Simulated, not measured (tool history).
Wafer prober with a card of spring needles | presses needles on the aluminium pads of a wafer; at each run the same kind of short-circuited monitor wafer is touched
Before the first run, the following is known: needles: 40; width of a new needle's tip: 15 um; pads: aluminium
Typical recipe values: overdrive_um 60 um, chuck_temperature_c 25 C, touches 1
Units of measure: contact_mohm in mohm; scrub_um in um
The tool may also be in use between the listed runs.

run	day	overdrive_um	chuck_temperature_c	touches	contact_mohm	scrub_um
1	0.000	60	25	1	306	8.88
# day 0.371: tips cleaned on abrasive film
2	0.550	60	25	1	433	8.83
# day 0.938: tips cleaned on abrasive film
3	1.262	60	25	1	304	8.81
# day 1.567: tips cleaned on abrasive film
4	1.858	60	36	1	297	8.85
# day 2.158: tips cleaned on abrasive film
5	2.475	60	35	1	305	8.80
# day 2.788: tips cleaned on abrasive film
# day 3.367: tips cleaned on abrasive film
6	3.717	60	35	1	309	8.79
# day 3.992: tips cleaned on abrasive film
# day 4.529: height of the first contact set anew
# day 4.608: tips cleaned on abrasive film
7	4.608	60	35	1	133	8.95
# day 5.158: tips cleaned on abrasive film
8	5.217	60	35	1	183	8.96
# day 5.796: tips cleaned on abrasive film
# day 6.400: tips cleaned on abrasive film
9	6.400	60	35	1	144	8.96
# day 6.729: tips cleaned on abrasive film, once more
# day 7.354: tips cleaned on abrasive film
10	7.483	60	35	1	218	8.96
# day 7.950: tips cleaned on abrasive film
11	8.012	60	87	1	179	8.96
# day 8.542: tips cleaned on abrasive film
# day 9.096: tips cleaned on abrasive film
12	9.196	60	87	1	220	8.94
# day 9.729: tips cleaned on abrasive film
13	9.754	60	31	1	172	8.90
# day 10.358: tips cleaned on abrasive film
# day 10.979: tips cleaned on abrasive film
14	11.008	60	31	1	168	8.93
# day 11.588: tips cleaned on abrasive film
# day 12.208: tips cleaned on abrasive film
15	12.233	60	31	1	168	8.88
# day 12.783: tips cleaned on abrasive film
16	12.888	58	80	1	207	8.58
# day 13.329: tips cleaned on abrasive film
17	13.696	49	95	2	311	7.23
# day 13.883: tips cleaned on abrasive film
# day 14.492: tips cleaned on abrasive film
18	14.742	57	97	3	190	8.42
# day 15.079: tips cleaned on abrasive film
# day 15.638: tips cleaned on abrasive film
19	15.729	79	55	2	152	11.71
# day 16.200: tips cleaned on abrasive film
20	16.562	75	31	1	262	11.07
# day 16.742: tips cleaned on abrasive film
# day 17.329: tips cleaned on abrasive film
21	17.771	56	32	2	278	8.23
# day 17.896: tips cleaned on abrasive film
# day 18.458: tips cleaned on abrasive film
# day 18.471: height of the first contact set anew
22	18.921	63	25	2	251	9.44
# day 19.096: tips cleaned on abrasive film
# day 19.642: tips cleaned on abrasive film
23	19.812	47	71	1	337	7.01
# day 20.192: tips cleaned on abrasive film
# day 20.738: tips cleaned on abrasive film
24	20.812	50	103	2	188	7.45
# day 21.296: tips cleaned on abrasive film
# day 21.862: tips cleaned on abrasive film
25	21.921	51	59	2	180	7.58
# day 22.450: tips cleaned on abrasive film
# day 23.017: tips cleaned on abrasive film
26	23.017	60	25	1	133	8.93
# day 23.558: tips cleaned on abrasive film
# day 24.171: tips cleaned on abrasive film
27	24.300	55	25	2	203	8.14
# day 24.754: tips cleaned on abrasive film
# day 25.308: tips cleaned on abrasive film
28	25.417	78	25	2	155	11.60
# day 25.933: tips cleaned on abrasive film
29	26.150	78	25	2	174	11.58
# day 26.567: tips cleaned on abrasive film
30	26.704	78	25	1	182	11.57

Consider 4 possible next runs. They are alternatives, not a sequence: every one starts from the tool as it was left by run 30. What does each give?
# day 27.125: tips cleaned on abrasive film
# day 27.696: tips cleaned on abrasive film
A	27.862	78	49	1	?	?
# day 27.125: tips cleaned on abrasive film
# day 27.696: tips cleaned on abrasive film
B	27.862	60	71	1	?	?
# day 27.125: tips cleaned on abrasive film
# day 27.696: tips cleaned on abrasive film
C	27.862	67	37	1	?	?
# day 27.125: tips cleaned on abrasive film
# day 27.696: tips cleaned on abrasive film
D	27.862	61	29	3	?	?

run	contact_mohm	scrub_um
A	204	11.55
B	256	8.87
C	238	9.91
D	170	9.01
The same runs, with their run-to-run variation unchanged, on a tool lacking any hidden condition would have given:
run	contact_mohm	scrub_um
A	116	11.67
B	122	8.99
C	119	10.03
D	118	9.13
